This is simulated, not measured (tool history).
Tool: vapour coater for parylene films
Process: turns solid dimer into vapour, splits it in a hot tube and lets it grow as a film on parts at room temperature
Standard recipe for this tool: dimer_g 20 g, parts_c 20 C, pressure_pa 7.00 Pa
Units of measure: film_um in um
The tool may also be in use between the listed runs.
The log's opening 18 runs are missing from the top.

run,hour,dimer_g,parts_c,pressure_pa,film_um
19,421.6,20,20,11.54,4.42
20,442.4,20,20,11.54,4.39
21,465.1,25,20,11.54,5.50
22,487.5,17,19,7.50,4.15
23,507.8,35,16,11.71,9.02
24,528.4,15,23,2.49,3.81
25,542.3,15,23,2.49,3.78
26,554.9,20,25,7.00,3.72
27,581.4,20,31,11.01,2.62
28,602.7,20,20,4.38,5.19
29,629.4,20,20,4.38,5.11
30,649.5,19,18,2.63,5.78
31,664.5,19,18,2.63,5.93

Run 32, settings as shown, results not yet in. Your forecast:
32,682.9,19,18,2.63,?

{"run 32": {"film_um": 5.76}}
If the tool had no hidden condition, the same run with the same run-to-run variation would have returned film_um 6.17 um.
